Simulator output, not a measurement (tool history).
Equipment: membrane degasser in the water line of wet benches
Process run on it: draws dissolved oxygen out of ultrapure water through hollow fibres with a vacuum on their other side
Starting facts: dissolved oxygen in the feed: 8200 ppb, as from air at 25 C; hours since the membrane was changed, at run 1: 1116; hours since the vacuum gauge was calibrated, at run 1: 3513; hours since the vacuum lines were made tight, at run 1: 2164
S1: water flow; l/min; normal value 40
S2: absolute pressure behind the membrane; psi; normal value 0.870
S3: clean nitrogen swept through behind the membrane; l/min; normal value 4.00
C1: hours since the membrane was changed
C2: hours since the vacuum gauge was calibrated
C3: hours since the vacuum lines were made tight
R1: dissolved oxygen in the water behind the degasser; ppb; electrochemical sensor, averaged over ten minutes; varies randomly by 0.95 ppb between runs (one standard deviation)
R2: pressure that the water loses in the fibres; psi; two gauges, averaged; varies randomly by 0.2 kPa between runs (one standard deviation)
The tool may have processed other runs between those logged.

run 1 hour=0.0 | S1=40 S2=0.870 S3=4.00 | C1=1116 C2=3513 C3=2164 | R1=95.5 R2=6.319
run 2 hour=75.6 | S1=40 S2=0.917 S3=4.00 | C1=1192 C2=3589 C3=2240 | R1=105.1 R2=6.319
run 3 hour=145.2 | S1=40 S2=0.917 S3=4.00 | C1=1261 C2=3658 C3=2309 | R1=104.0 R2=6.308
run 4 hour=216.6 | S1=40 S2=0.870 S3=4.30 | C1=1333 C2=3730 C3=2381 | R1=92.1 R2=6.329
run 5 hour=284.3 | S1=40 S2=0.870 S3=4.30 | C1=1400 C2=3797 C3=2448 | R1=91.1 R2=6.286
run 6 hour=383.9 | S1=40 S2=0.870 S3=4.00 | C1=1500 C2=3897 C3=2548 | R1=97.4 R2=6.379
run 7 hour=486.0 | S1=40 S2=0.870 S3=4.00 | C1=1602 C2=3999 C3=2650 | R1=97.4 R2=6.315
run 8 hour=541.7 | S1=40 S2=0.870 S3=4.00 | C1=1658 C2=4055 C3=2706 | R1=96.5 R2=6.332
run 9 hour=630.1 | S1=40 S2=0.870 S3=4.00 | C1=1746 C2=4143 C3=2794 | R1=96.2 R2=6.258
run 10 hour=729.6 | S1=40 S2=0.870 S3=2.41 | C1=1846 C2=4243 C3=2894 | R1=135.8 R2=6.322
run 11 hour=819.6 | S1=40 S2=0.870 S3=2.41 | C1=1936 C2=4333 C3=2984 | R1=139.5 R2=6.334
run 12 hour=903.6 | S1=40 S2=0.870 S3=2.41 | C1=2020 C2=4417 C3=3068 | R1=139.8 R2=6.348
run 13 hour=1007.4 | S1=28 S2=0.870 S3=2.41 | C1=2123 C2=4521 C3=3172 | R1=96.9 R2=4.437
run 14 hour=1084.7 | S1=28 S2=0.870 S3=2.41 | C1=2201 C2=4598 C3=3249 | R1=95.1 R2=4.447
run 15 hour=1150.0 | S1=28 S2=0.870 S3=2.41 | C1=2266 C2=4663 C3=3314 | R1=97.3 R2=4.454
run 16 hour=1195.0 | S1=40 S2=0.754 S3=4.00 | C1=2311 C2=4708 C3=3359 | R1=80.0 R2=6.351
run 17 hour=1280.3 | S1=41 S2=0.615 S3=3.10 | C1=2396 C2=4793 C3=3444 | R1=69.3 R2=6.557
run 18 hour=1334.6 | S1=43 S2=0.870 S3=4.00 | C1=2451 C2=4848 C3=3499 | R1=106.8 R2=6.821
run 19 hour=1381.8 | S1=43 S2=0.870 S3=4.00 | C1=2498 C2=4895 C3=3546 | R1=107.9 R2=6.854

Estimate the outcome of run 20 from the log above:
run 20 hour=1444.5 | S1=56 S2=1.201 S3=2.14 | C1=2561 C2=4958 C3=3609 | R1=? R2=?

{"run 20": {"R1": 332.5, "R2": 8.863}}
The same run, on a tool lacking any hidden state, would have yielded R1 315.8 ppb, R2 8.672 psi.

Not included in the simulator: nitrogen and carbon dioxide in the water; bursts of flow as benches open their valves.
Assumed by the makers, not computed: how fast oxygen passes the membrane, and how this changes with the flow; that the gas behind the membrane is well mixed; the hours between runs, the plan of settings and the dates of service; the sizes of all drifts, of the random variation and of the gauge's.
